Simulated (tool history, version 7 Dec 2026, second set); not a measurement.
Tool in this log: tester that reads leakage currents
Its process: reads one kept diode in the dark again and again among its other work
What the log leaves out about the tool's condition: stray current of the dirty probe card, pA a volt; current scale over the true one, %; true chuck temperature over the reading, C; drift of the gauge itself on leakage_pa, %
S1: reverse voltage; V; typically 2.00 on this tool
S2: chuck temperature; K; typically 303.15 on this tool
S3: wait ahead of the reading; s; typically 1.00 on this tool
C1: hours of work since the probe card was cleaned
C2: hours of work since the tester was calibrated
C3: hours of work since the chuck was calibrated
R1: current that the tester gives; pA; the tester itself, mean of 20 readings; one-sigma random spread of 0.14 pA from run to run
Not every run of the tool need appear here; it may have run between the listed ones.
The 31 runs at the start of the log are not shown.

run,hour,S1,S2,S3,C1,C2,C3,R1
# hour 4617.1: probe card cleaned and baked
32,4784.8,2.00,303.15,1.01,103,548,594,39.68
# hour 4829.4: chuck's temperature calibrated
33,4992.7,12.95,295.15,1.01,231,675,101,67.07
34,5145.9,15.36,311.15,1.32,325,770,195,208.99
35,5320.2,2.05,323.15,1.10,433,877,303,154.68
36,5459.9,2.05,323.15,1.10,519,964,389,151.42
37,5611.8,2.00,304.15,3.67,612,1057,483,43.15
38,5734.4,1.24,312.15,4.84,688,1133,558,56.97
# hour 5835.1: chuck's temperature calibrated
39,5847.1,7.29,299.15,4.50,756,1201,7,64.48
40,5970.2,2.51,327.15,0.96,832,1277,83,225.57

Each row is a separate what-if for the run after 40, all from the same tool condition, not one after another. Results?
A,6170.6,1.61,310.15,1.00,956,1401,207,?
B,6170.6,7.67,327.15,9.55,956,1401,207,?
C,6170.6,2.51,294.15,0.92,956,1401,207,?

run,R1
A,60.53
B,392.43
C,25.96
Take away the tool's hidden state, keep each run's random variation, and the runs would have read:
run,R1
A,61.92
B,400.60
C,26.33

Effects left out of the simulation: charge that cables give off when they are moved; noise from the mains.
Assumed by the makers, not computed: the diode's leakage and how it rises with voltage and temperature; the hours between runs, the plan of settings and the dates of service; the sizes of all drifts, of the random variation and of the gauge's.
